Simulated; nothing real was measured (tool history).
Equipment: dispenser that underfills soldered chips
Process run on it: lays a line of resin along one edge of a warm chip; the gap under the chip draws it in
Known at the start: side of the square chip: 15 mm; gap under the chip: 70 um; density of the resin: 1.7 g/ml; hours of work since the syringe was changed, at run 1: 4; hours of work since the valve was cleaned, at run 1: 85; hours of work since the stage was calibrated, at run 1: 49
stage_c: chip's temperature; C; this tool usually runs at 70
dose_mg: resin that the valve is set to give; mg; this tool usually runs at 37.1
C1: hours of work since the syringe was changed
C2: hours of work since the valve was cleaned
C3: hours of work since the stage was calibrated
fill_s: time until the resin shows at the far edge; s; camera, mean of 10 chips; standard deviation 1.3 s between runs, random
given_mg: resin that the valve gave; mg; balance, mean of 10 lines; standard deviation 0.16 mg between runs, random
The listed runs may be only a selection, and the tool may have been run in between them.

{"run": 1, "day": 0.0, "stage_c": 70, "dose_mg": 37.1, "C1": 4, "C2": 85, "C3": 49, "fill_s": 151.3, "given_mg": 35.59}
{"day": 0.304, "done": "new syringe of resin"}
{"run": 2, "day": 0.317, "stage_c": 70, "dose_mg": 37.1, "C1": 0, "C2": 89, "C3": 54, "fill_s": 125.5, "given_mg": 35.49}
{"run": 3, "day": 0.604, "stage_c": 70, "dose_mg": 37.1, "C1": 5, "C2": 94, "C3": 58, "fill_s": 154.9, "given_mg": 35.27}
{"day": 0.833, "done": "new syringe of resin"}
{"run": 4, "day": 0.846, "stage_c": 70, "dose_mg": 37.1, "C1": 0, "C2": 97, "C3": 61, "fill_s": 127.0, "given_mg": 35.42}
{"run": 5, "day": 1.175, "stage_c": 70, "dose_mg": 37.1, "C1": 5, "C2": 102, "C3": 66, "fill_s": 168.4, "given_mg": 35.52}
{"run": 6, "day": 1.333, "stage_c": 70, "dose_mg": 37.1, "C1": 8, "C2": 105, "C3": 69, "fill_s": 185.7, "given_mg": 35.33}
{"day": 1.367, "done": "new syringe of resin"}
{"day": 1.408, "done": "dispensing valve cleaned and set on the balance"}
{"run": 7, "day": 1.683, "stage_c": 70, "dose_mg": 37.1, "C1": 4, "C2": 4, "C3": 73, "fill_s": 154.1, "given_mg": 37.05}
{"day": 1.958, "done": "new syringe of resin"}
{"run": 8, "day": 2.004, "stage_c": 70, "dose_mg": 37.1, "C1": 1, "C2": 9, "C3": 78, "fill_s": 128.9, "given_mg": 36.86}
{"run": 9, "day": 2.267, "stage_c": 70, "dose_mg": 37.1, "C1": 5, "C2": 13, "C3": 82, "fill_s": 157.6, "given_mg": 36.75}
{"day": 2.496, "done": "new syringe of resin"}
{"run": 10, "day": 2.562, "stage_c": 70, "dose_mg": 37.1, "C1": 1, "C2": 17, "C3": 86, "fill_s": 132.4, "given_mg": 36.87}
{"run": 11, "day": 2.942, "stage_c": 70, "dose_mg": 37.1, "C1": 7, "C2": 23, "C3": 92, "fill_s": 176.6, "given_mg": 36.23}
{"day": 3.033, "done": "new syringe of resin"}
{"run": 12, "day": 3.217, "stage_c": 70, "dose_mg": 37.1, "C1": 3, "C2": 27, "C3": 96, "fill_s": 147.8, "given_mg": 36.67}
{"run": 13, "day": 3.538, "stage_c": 70, "dose_mg": 37.1, "C1": 8, "C2": 32, "C3": 101, "fill_s": 184.3, "given_mg": 36.13}
{"day": 3.583, "done": "new syringe of resin"}
{"run": 14, "day": 3.846, "stage_c": 70, "dose_mg": 32.6, "C1": 4, "C2": 36, "C3": 106, "fill_s": 161.7, "given_mg": 32.11}
{"run": 15, "day": 4.096, "stage_c": 70, "dose_mg": 37.1, "C1": 8, "C2": 40, "C3": 109, "fill_s": 180.5, "given_mg": 36.37}
{"day": 4.142, "done": "new syringe of resin"}
{"run": 16, "day": 4.417, "stage_c": 70, "dose_mg": 37.1, "C1": 4, "C2": 45, "C3": 114, "fill_s": 156.6, "given_mg": 36.54}
{"day": 4.692, "done": "new syringe of resin"}
{"run": 17, "day": 4.7, "stage_c": 70, "dose_mg": 37.1, "C1": 0, "C2": 49, "C3": 118, "fill_s": 128.0, "given_mg": 36.28}
{"run": 18, "day": 4.95, "stage_c": 67, "dose_mg": 38.9, "C1": 4, "C2": 53, "C3": 122, "fill_s": 180.5, "given_mg": 37.76}
{"run": 19, "day": 5.2, "stage_c": 72, "dose_mg": 36.3, "C1": 8, "C2": 57, "C3": 126, "fill_s": 169.9, "given_mg": 35.16}

What does the tool deliver on the next run?
{"day": 5.246, "done": "new syringe of resin"}
{"run": 20, "day": 5.462, "stage_c": 65, "dose_mg": 34.8, "C1": 3, "C2": 60, "C3": 130, "fill_s": "?", "given_mg": "?"}

{"run 20": {"fill_s": 194.8, "given_mg": 33.74}}
With no hidden state in the tool, this same run would have given fill_s 164.0 s, given_mg 34.81 mg.
